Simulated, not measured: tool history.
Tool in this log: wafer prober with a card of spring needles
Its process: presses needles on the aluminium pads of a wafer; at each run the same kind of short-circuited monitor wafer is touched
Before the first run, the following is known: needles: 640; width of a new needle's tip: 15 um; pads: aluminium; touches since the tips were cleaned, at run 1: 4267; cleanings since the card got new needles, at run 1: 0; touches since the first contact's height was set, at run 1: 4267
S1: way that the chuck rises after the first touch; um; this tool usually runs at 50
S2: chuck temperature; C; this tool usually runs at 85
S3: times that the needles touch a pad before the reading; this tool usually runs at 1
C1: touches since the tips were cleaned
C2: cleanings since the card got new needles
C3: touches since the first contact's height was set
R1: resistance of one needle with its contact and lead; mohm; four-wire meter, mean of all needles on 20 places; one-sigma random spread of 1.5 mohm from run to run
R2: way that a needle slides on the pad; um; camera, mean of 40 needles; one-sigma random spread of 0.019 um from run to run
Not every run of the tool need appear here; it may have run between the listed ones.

{"run": 1, "hour": 0.0, "S1": 50, "S2": 85, "S3": 1, "C1": 4267, "C2": 0, "C3": 4267, "R1": 147, "R2": 9.27}
{"hour": 7.0, "done": "tips cleaned on abrasive film"}
{"hour": 23.7, "done": "tips cleaned on abrasive film"}
{"run": 2, "hour": 23.7, "S1": 50, "S2": 85, "S3": 3, "C1": 0, "C2": 2, "C3": 15675, "R1": 146, "R2": 9.25}
{"run": 3, "hour": 37.4, "S1": 50, "S2": 85, "S3": 3, "C1": 6603, "C2": 2, "C3": 22278, "R1": 147, "R2": 9.29}
{"hour": 39.7, "done": "tips cleaned on abrasive film"}
{"run": 4, "hour": 52.8, "S1": 50, "S2": 85, "S3": 1, "C1": 6359, "C2": 3, "C3": 29736, "R1": 149, "R2": 9.3}
{"hour": 56.3, "done": "tips cleaned on abrasive film"}
{"run": 5, "hour": 69.3, "S1": 50, "S2": 85, "S3": 1, "C1": 6298, "C2": 4, "C3": 37668, "R1": 146, "R2": 9.33}
{"hour": 72.7, "done": "tips cleaned on abrasive film"}
{"run": 6, "hour": 83.1, "S1": 50, "S2": 85, "S3": 2, "C1": 5028, "C2": 5, "C3": 44287, "R1": 150, "R2": 9.31}
{"hour": 89.1, "done": "tips cleaned on abrasive film"}
{"hour": 105.3, "done": "tips cleaned on abrasive film"}
{"run": 7, "hour": 105.3, "S1": 50, "S2": 85, "S3": 1, "C1": 0, "C2": 7, "C3": 54984, "R1": 145, "R2": 9.3}
{"hour": 121.3, "done": "tips cleaned on abrasive film"}
{"run": 8, "hour": 121.3, "S1": 50, "S2": 85, "S3": 1, "C1": 0, "C2": 8, "C3": 62662, "R1": 151, "R2": 9.32}
{"hour": 137.3, "done": "tips cleaned on abrasive film"}
{"run": 9, "hour": 143.3, "S1": 50, "S2": 85, "S3": 1, "C1": 2888, "C2": 9, "C3": 73301, "R1": 146, "R2": 9.36}
{"hour": 154.5, "done": "tips cleaned on abrasive film"}
{"run": 10, "hour": 168.4, "S1": 50, "S2": 85, "S3": 1, "C1": 6766, "C2": 10, "C3": 85428, "R1": 150, "R2": 9.35}
{"hour": 170.4, "done": "tips cleaned on abrasive film"}
{"hour": 187.7, "done": "tips cleaned on abrasive film"}
{"run": 11, "hour": 193.7, "S1": 50, "S2": 85, "S3": 1, "C1": 2887, "C2": 12, "C3": 97583, "R1": 152, "R2": 9.35}
{"hour": 204.4, "done": "tips cleaned on abrasive film"}
{"hour": 221.3, "done": "tips cleaned on abrasive film"}
{"run": 12, "hour": 221.5, "S1": 50, "S2": 85, "S3": 1, "C1": 115, "C2": 14, "C3": 110965, "R1": 150, "R2": 9.33}
{"hour": 238.3, "done": "tips cleaned on abrasive film"}
{"run": 13, "hour": 239.4, "S1": 31, "S2": 85, "S3": 1, "C1": 557, "C2": 15, "C3": 119595, "R1": 156, "R2": 5.8}
{"hour": 254.3, "done": "tips cleaned on abrasive film"}
{"run": 14, "hour": 266.3, "S1": 50, "S2": 85, "S3": 1, "C1": 5834, "C2": 16, "C3": 132602, "R1": 148, "R2": 9.36}
{"hour": 270.7, "done": "tips cleaned on abrasive film"}
{"run": 15, "hour": 278.4, "S1": 50, "S2": 85, "S3": 1, "C1": 3733, "C2": 17, "C3": 138390, "R1": 152, "R2": 9.34}
{"hour": 286.5, "done": "tips cleaned on abrasive film"}
{"run": 16, "hour": 299.7, "S1": 50, "S2": 41, "S3": 1, "C1": 6388, "C2": 18, "C3": 148671, "R1": 140, "R2": 9.4}
{"hour": 303.5, "done": "tips cleaned on abrasive film"}
{"run": 17, "hour": 314.0, "S1": 50, "S2": 41, "S3": 1, "C1": 5081, "C2": 19, "C3": 155557, "R1": 142, "R2": 9.41}
{"hour": 319.4, "done": "tips cleaned on abrasive film"}
{"run": 18, "hour": 326.2, "S1": 32, "S2": 82, "S3": 2, "C1": 3313, "C2": 20, "C3": 161435, "R1": 156, "R2": 5.98}
{"hour": 335.8, "done": "tips cleaned on abrasive film"}
{"run": 19, "hour": 348.2, "S1": 50, "S2": 43, "S3": 1, "C1": 6004, "C2": 21, "C3": 172038, "R1": 139, "R2": 9.36}
{"hour": 352.6, "done": "tips cleaned on abrasive film"}
{"hour": 369.5, "done": "tips cleaned on abrasive film"}
{"run": 20, "hour": 374.3, "S1": 32, "S2": 74, "S3": 2, "C1": 2305, "C2": 23, "C3": 184578, "R1": 154, "R2": 6.05}
{"hour": 385.8, "done": "tips cleaned on abrasive film"}
{"run": 21, "hour": 393.4, "S1": 54, "S2": 115, "S3": 1, "C1": 3722, "C2": 24, "C3": 193835, "R1": 153, "R2": 10.19}
{"hour": 403.1, "done": "tips cleaned on abrasive film"}
{"run": 22, "hour": 409.3, "S1": 50, "S2": 34, "S3": 2, "C1": 3000, "C2": 25, "C3": 201474, "R1": 140, "R2": 9.43}
{"hour": 419.3, "done": "tips cleaned on abrasive film"}
{"run": 23, "hour": 422.7, "S1": 56, "S2": 63, "S3": 1, "C1": 1602, "C2": 26, "C3": 207896, "R1": 146, "R2": 10.58}
{"hour": 436.9, "done": "tips cleaned on abrasive film"}
{"run": 24, "hour": 437.0, "S1": 56, "S2": 63, "S3": 1, "C1": 19, "C2": 27, "C3": 214783, "R1": 143, "R2": 10.56}
{"run": 25, "hour": 448.6, "S1": 52, "S2": 43, "S3": 1, "C1": 5654, "C2": 27, "C3": 220418, "R1": 142, "R2": 9.83}
{"hour": 454.5, "done": "tips cleaned on abrasive film"}
{"run": 26, "hour": 469.0, "S1": 52, "S2": 43, "S3": 1, "C1": 7055, "C2": 28, "C3": 230289, "R1": 140, "R2": 9.85}
{"hour": 471.7, "done": "tips cleaned on abrasive film"}
{"hour": 485.1, "done": "height of the first contact set anew"}
{"hour": 488.9, "done": "tips cleaned on abrasive film"}
{"run": 27, "hour": 494.8, "S1": 39, "S2": 40, "S3": 1, "C1": 2889, "C2": 30, "C3": 4678, "R1": 146, "R2": 7.37}
{"hour": 505.1, "done": "tips cleaned on abrasive film"}
{"run": 28, "hour": 506.3, "S1": 39, "S2": 40, "S3": 1, "C1": 609, "C2": 31, "C3": 10221, "R1": 146, "R2": 7.38}
{"hour": 521.8, "done": "tips cleaned on abrasive film"}
{"run": 29, "hour": 526.9, "S1": 36, "S2": 85, "S3": 2, "C1": 2468, "C2": 32, "C3": 20152, "R1": 153, "R2": 6.81}
{"hour": 539.2, "done": "tips cleaned on abrasive film"}
{"run": 30, "hour": 543.1, "S1": 32, "S2": 68, "S3": 1, "C1": 1854, "C2": 33, "C3": 27925, "R1": 155, "R2": 6.07}
{"hour": 555.4, "done": "tips cleaned on abrasive film"}
{"run": 31, "hour": 569.9, "S1": 32, "S2": 68, "S3": 1, "C1": 7045, "C2": 34, "C3": 40907, "R1": 153, "R2": 6.04}
{"hour": 572.0, "done": "tips cleaned on abrasive film"}
{"run": 32, "hour": 584.0, "S1": 32, "S2": 68, "S3": 1, "C1": 5789, "C2": 35, "C3": 47662, "R1": 157, "R2": 6.06}

5 ways to go on from here, each from the tool as it stands after run 32. What would each give?
{"hour": 588.0, "done": "tips cleaned on abrasive film"}
{"run": "A", "hour": 602.6, "S1": 50, "S2": 55, "S3": 1, "C1": 7093, "C2": 36, "C3": 56645, "R1": "?", "R2": "?"}
{"hour": 588.0, "done": "tips cleaned on abrasive film"}
{"run": "B", "hour": 602.6, "S1": 39, "S2": 25, "S3": 3, "C1": 7093, "C2": 36, "C3": 56645, "R1": "?", "R2": "?"}
{"hour": 588.0, "done": "tips cleaned on abrasive film"}
{"run": "C", "hour": 602.6, "S1": 31, "S2": 77, "S3": 3, "C1": 7093, "C2": 36, "C3": 56645, "R1": "?", "R2": "?"}
{"hour": 588.0, "done": "tips cleaned on abrasive film"}
{"run": "D", "hour": 602.6, "S1": 61, "S2": 68, "S3": 1, "C1": 7093, "C2": 36, "C3": 56645, "R1": "?", "R2": "?"}
{"hour": 588.0, "done": "tips cleaned on abrasive film"}
{"run": "E", "hour": 602.6, "S1": 46, "S2": 60, "S3": 1, "C1": 7093, "C2": 36, "C3": 56645, "R1": "?", "R2": "?"}

run=A R1=143 R2=9.53
run=B R1=143 R2=7.41
run=C R1=158 R2=5.89
run=D R1=140 R2=11.61
run=E R1=146 R2=8.75
With no hidden state in the tool, these same runs would have given:
run=A R1=143 R2=9.33
run=B R1=143 R2=7.25
run=C R1=157 R2=5.76
run=D R1=140 R2=11.37
run=E R1=146 R2=8.57

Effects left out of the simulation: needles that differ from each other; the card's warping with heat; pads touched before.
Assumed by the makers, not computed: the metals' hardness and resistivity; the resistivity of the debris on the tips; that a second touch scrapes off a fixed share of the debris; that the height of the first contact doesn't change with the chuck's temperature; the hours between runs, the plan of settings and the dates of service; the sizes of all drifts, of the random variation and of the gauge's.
